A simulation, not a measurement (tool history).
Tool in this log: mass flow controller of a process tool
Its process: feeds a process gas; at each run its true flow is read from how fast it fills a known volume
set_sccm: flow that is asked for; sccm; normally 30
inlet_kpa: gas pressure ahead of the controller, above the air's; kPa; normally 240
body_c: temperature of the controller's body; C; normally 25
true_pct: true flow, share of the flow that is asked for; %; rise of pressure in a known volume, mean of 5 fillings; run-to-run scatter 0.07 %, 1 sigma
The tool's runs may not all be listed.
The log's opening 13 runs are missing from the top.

Run 14, hour 1097.8: usual settings but inlet_kpa 156 kPa. Result: true_pct 98.97 %.
Run 15, hour 1199.9: usual settings but inlet_kpa 156 kPa. Result: true_pct 98.95 %.
Run 16, hour 1314.3: usual settings but inlet_kpa 156 kPa. Result: true_pct 98.88 %.
Run 17, hour 1371.0: usual settings but set_sccm 55 sccm, inlet_kpa 156 kPa. Result: true_pct 99.17 %.
Run 18, hour 1463.0: usual settings but set_sccm 10 sccm, inlet_kpa 274 kPa, body_c 24 C. Result: true_pct 99.61 %.
Run 19, hour 1574.5: usual settings but body_c 27 C. Result: true_pct 98.44 %.
Run 20, hour 1633.9: usual settings but set_sccm 40 sccm, body_c 27 C. Result: true_pct 98.46 %.
Run 21, hour 1687.4: usual settings but set_sccm 40 sccm, body_c 27 C. Result: true_pct 98.51 %.
Run 22, hour 1741.2: usual settings but set_sccm 11 sccm, body_c 24 C. Result: true_pct 99.62 %.
Run 23, hour 1839.5: usual settings but set_sccm 11 sccm, body_c 24 C. Result: true_pct 99.65 %.
Run 24, hour 1956.1: usual settings but set_sccm 22 sccm, inlet_kpa 176 kPa, body_c 34 C. Result: true_pct 98.58 %.
Run 25, hour 2048.7: usual settings but set_sccm 22 sccm, inlet_kpa 176 kPa, body_c 34 C. Result: true_pct 98.65 %.
Run 26, hour 2139.2: usual settings but set_sccm 44 sccm. Result: true_pct 98.55 %.
Run 27, hour 2262.8: usual settings but set_sccm 44 sccm. Result: true_pct 98.50 %.
Run 28, hour 2321.8: usual settings but set_sccm 44 sccm. Result: true_pct 98.60 %.
Run 29, hour 2392.4: usual settings but set_sccm 42 sccm. Result: true_pct 98.72 %.
Run 30, hour 2500.5: usual settings but set_sccm 42 sccm, inlet_kpa 169 kPa. Result: true_pct 99.13 %.
Run 31, hour 2550.8: usual settings but set_sccm 94 sccm, inlet_kpa 213 kPa, body_c 21 C. Result: true_pct 99.64 %.
Run 32, hour 2646.5: usual settings but set_sccm 51 sccm. Result: true_pct 98.53 %.
Run 33, hour 2767.9: usual settings but set_sccm 11 sccm. Result: true_pct 100.09 %.
Run 34, hour 2882.5: usual settings but set_sccm 11 sccm. Result: true_pct 100.27 %.

Alternative continuations, all from the tool just after run 34; predict every row:
Run A, hour 2961.5: usual settings but inlet_kpa 216 kPa, body_c 22 C. Result: true_pct ?.
Run B, hour 2961.5: usual settings but set_sccm 11 sccm, inlet_kpa 225 kPa. Result: true_pct ?.
Run C, hour 2961.5: usual settings but set_sccm 73 sccm, body_c 31 C. Result: true_pct ?.
Run D, hour 2961.5: usual settings but set_sccm 12 sccm, inlet_kpa 193 kPa. Result: true_pct ?.
Run E, hour 2961.5: usual settings but set_sccm 11 sccm, inlet_kpa 254 kPa. Result: true_pct ?.

run  true_pct
  A     99.03
  B    100.27
  C     98.69
  D    100.10
  E    100.18
Had the tool no hidden state, the same runs would have come out as:
run  true_pct
  A     98.58
  B     97.86
  C     98.90
  D     97.96
  E     97.77

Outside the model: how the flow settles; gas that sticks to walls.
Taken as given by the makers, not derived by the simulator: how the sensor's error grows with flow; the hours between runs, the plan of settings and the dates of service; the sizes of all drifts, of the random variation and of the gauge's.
